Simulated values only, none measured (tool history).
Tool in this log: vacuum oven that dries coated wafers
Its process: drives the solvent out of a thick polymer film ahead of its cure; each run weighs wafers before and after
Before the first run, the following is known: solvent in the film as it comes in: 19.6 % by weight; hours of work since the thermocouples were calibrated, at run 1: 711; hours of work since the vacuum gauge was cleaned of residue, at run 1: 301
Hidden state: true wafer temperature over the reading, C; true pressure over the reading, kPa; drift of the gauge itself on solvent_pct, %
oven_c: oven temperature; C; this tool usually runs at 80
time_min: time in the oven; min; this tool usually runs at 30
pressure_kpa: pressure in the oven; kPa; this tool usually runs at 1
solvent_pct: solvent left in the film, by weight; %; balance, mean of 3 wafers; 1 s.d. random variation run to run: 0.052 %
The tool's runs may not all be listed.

run   hour  oven_c  time_min  pressure_kpa  hours of work since the thermocouples were calibrated  hours of work since the vacuum gauge was cleaned of residue  solvent_pct
  1      0      80        30             1                                                    711                                                          301         1.64
  2   27.4      80        30             1                                                    726                                                          317         1.64
  3   43.3      80        19             1                                                    735                                                          325         3.31
  4   67.1      80        19             1                                                    748                                                          339         3.36
  5   96.2      80        46             1                                                    765                                                          355          0.8
  6  117.7      80        46          3.06                                                    777                                                          367         1.97
  7  133.5      80        30           2.2                                                    786                                                          376         2.23
  8  158.9      80        18             1                                                    800                                                          390         3.54
  9    174      80        30             1                                                    808                                                          399          1.7
 10  192.5      80        30             1                                                    819                                                          409         1.66
 11  222.8      80        30          0.83                                                    836                                                          426         1.55
 12  248.2      80        30          0.83                                                    850                                                          441         1.57
     252.7  -- oven's thermocouples calibrated
 13  281.8      80        30          1.26                                                     16                                                          458         1.84
 14  314.1      80        30             1                                                     35                                                          477         1.68
 15  340.6      68        30             1                                                     49                                                          492         5.02
 16    365      68        30             1                                                     63                                                          505         4.72
 17  387.5      80        30             1                                                     76                                                          518         1.74
 18  417.7      80        30             1                                                     93                                                          535         1.77
 19  450.8      80        25             1                                                    111                                                          553         2.36
     460.3  -- oven's thermocouples calibrated, once more
 20    471      80        25             1                                                      6                                                          564            2
 21  492.9      80        25             1                                                     18                                                          576         2.01
 22  507.9      80        25             1                                                     27                                                          584         2.06
 23  525.7      80        25             1                                                     37                                                          594            2
 24  550.3      94        25             1                                                     51                                                          608         0.44
 25    576      87        30          1.19                                                     65                                                          623         0.81
 26  605.9      69        30          1.77                                                     82                                                          640         4.77
 27  637.9      69        30             1                                                    100                                                          658         4.21
 28  665.7      69        30             1                                                    116                                                          673         4.19
 29  697.1      79        30          0.98                                                    133                                                          691         1.67
 30  711.7      79        44          1.31                                                    141                                                          699         1.09

Run 31 is up next; what results do you expect?
 31  728.9      79        16          2.87                                                    151                                                          709            ?

{"run 31": {"solvent_pct": 5.06}}
On a tool with no hidden condition, and with the same random variation, this run would have come out at solvent_pct 4.86 %.
